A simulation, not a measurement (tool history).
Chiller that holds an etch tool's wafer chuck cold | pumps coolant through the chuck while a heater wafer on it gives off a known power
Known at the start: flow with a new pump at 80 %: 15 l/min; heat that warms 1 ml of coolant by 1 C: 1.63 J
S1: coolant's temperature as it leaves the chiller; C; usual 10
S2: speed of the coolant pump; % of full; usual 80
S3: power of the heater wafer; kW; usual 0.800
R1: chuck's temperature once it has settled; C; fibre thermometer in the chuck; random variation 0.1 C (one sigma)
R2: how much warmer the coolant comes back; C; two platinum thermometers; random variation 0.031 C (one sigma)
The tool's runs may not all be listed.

run    hour  S1  S2     S3    R1    R2
  1     0.0  10  80  0.800  19.5  2.13
  2   141.2  10  80  0.800  19.5  2.13
  3   222.9  10  80  0.800  19.8  2.07
  4   324.7  10  80  0.800  19.7  2.11
  5   478.3  10  80  0.800  19.6  2.13
  6   568.6  10  80  0.800  19.7  2.11
  7   635.9  10  80  0.800  19.7  2.07
      720.8  -- chiller's thermometer calibrated
  8   753.6  10  80  0.800  19.6  2.15
  9   830.0  10  80  0.800  19.6  2.12
 10   974.1  10  80  0.800  19.6  2.10
 11  1063.0  10  85  0.800  19.0  1.98
 12  1137.9  10  69  0.800  20.5  2.50
 13  1237.7  10  69  0.800  20.6  2.49
 14  1383.9  19  69  0.800  29.8  2.50
 15  1541.6   1  80  0.800  10.6  2.11
 16  1700.8   1  80  0.800  10.6  2.11
 17  1781.3   8  80  0.637  15.8  1.64
 18  1851.9  12  68  0.631  20.6  1.98
 19  1989.4   3  64  1.052  18.3  3.60
 20  2101.3   8  93  1.112  20.4  2.46
 21  2237.9  12  66  0.800  23.5  2.62
 22  2305.8  12  66  0.475  18.9  1.58
 23  2374.5  10  87  0.846  20.1  2.07
 24  2503.6  10  80  0.537  16.7  1.46
 25  2571.0  10  80  0.537  17.0  1.48
 26  2735.0   9  80  0.570  16.4  1.55
 27  2854.2  10  86  0.800  19.7  2.01
 28  3009.7   2  80  1.184  17.1  3.18
 29  3145.3   0  80  0.587   7.8  1.53
 30  3310.7   1  69  0.933  14.3  2.93
 31  3463.7   1  69  0.933  14.7  2.98

3 ways to go on from here, each from the tool as it stands after run 31. What would each give?
  A  3531.8   1  69  0.504   ?   ?
  B  3531.8   6  69  0.933   ?   ?
  C  3531.8  12  73  0.868   ?   ?

run    R1    R2
  A   8.6  1.59
  B  19.4  2.96
  C  24.3  2.56
Without the tool's hidden state the same runs would have given:
run    R1    R2
  A   7.0  1.43
  B  16.9  2.68
  C  21.9  2.31
